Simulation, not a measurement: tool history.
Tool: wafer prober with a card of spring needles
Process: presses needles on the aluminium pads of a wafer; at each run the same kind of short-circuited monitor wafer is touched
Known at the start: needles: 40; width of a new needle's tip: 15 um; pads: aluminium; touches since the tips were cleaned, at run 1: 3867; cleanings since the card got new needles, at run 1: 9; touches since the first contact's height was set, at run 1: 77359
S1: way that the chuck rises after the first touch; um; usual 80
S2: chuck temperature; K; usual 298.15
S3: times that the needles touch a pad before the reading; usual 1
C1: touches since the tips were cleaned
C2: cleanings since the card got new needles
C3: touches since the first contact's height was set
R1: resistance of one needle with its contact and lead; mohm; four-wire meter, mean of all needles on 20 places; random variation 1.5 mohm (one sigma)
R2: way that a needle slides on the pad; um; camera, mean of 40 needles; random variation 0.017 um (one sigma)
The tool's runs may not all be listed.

run     day  S1      S2  S3    C1  C2      C3   R1     R2
  1   0.000  80  298.15   1  3867   9   77359  140  16.71
      0.738  -- tips cleaned on abrasive film
  2   1.154  80  298.15   1  1863  10   82482  142  16.71
  3   2.188  80  298.15   1  6454  10   87073  143  16.69
      2.350  -- tips cleaned on abrasive film
  4   3.792  80  298.15   1  6414  11   94186  141  16.70
      3.908  -- tips cleaned on abrasive film
  5   4.979  72  298.15   1  4751  12   99447  145  15.03
      5.496  -- tips cleaned on abrasive film
  6   6.092  72  298.15   1  2640  13  104379  141  15.02
      7.104  -- tips cleaned on abrasive film
  7   7.846  72  298.15   1  3301  14  112167  142  15.05
      8.662  -- tips cleaned on abrasive film
  8   9.238  72  298.15   1  2547  15  118332  144  15.03
     10.283  -- tips cleaned on abrasive film
  9  10.821  80  298.15   1  2395  16  125368  142  16.72
     11.904  -- tips cleaned on abrasive film
 10  12.292  80  298.15   2  1726  17  131893  140  16.74
 11  13.271  80  298.15   2  6072  17  136239  139  16.73
     13.542  -- tips cleaned on abrasive film
 12  15.033  80  298.15   2  6627  18  144064  141  16.77
     15.125  -- tips cleaned on abrasive film
 13  16.329  80  298.15   1  5349  19  149813  142  16.75
     16.721  -- tips cleaned on abrasive film
 14  17.600  80  298.15   1  3899  20  155442  141  16.77
     18.350  -- tips cleaned on abrasive film
 15  18.550  76  370.15   2   874  21  159647  151  15.92
 16  19.346  76  303.15   2  4420  21  163193  145  15.96
     19.971  -- tips cleaned on abrasive film
 17  20.412  80  298.15   1  1977  22  167924  143  16.78
     21.583  -- tips cleaned on abrasive film
 18  22.042  80  298.15   1  2054  23  175155  142  16.78
     23.229  -- tips cleaned on abrasive film
 19  23.354  71  321.15   1   560  24  180967  147  14.91
 20  24.579  71  321.15   1  6015  24  186422  148  14.86
     24.908  -- tips cleaned on abrasive film
 21  26.392  71  321.15   1  6585  25  194455  148  14.91

Forecast run 22:
     26.492  -- gauge calibrated
     26.496  -- tips cleaned on abrasive film
 22  27.421  71  318.15   1  4124  26  199028   ?   ?

{"run 22": {"R1": 146, "R2": 14.8}}
Without the tool's hidden state the same run would have given R1 146 mohm, R2 14.79 um.
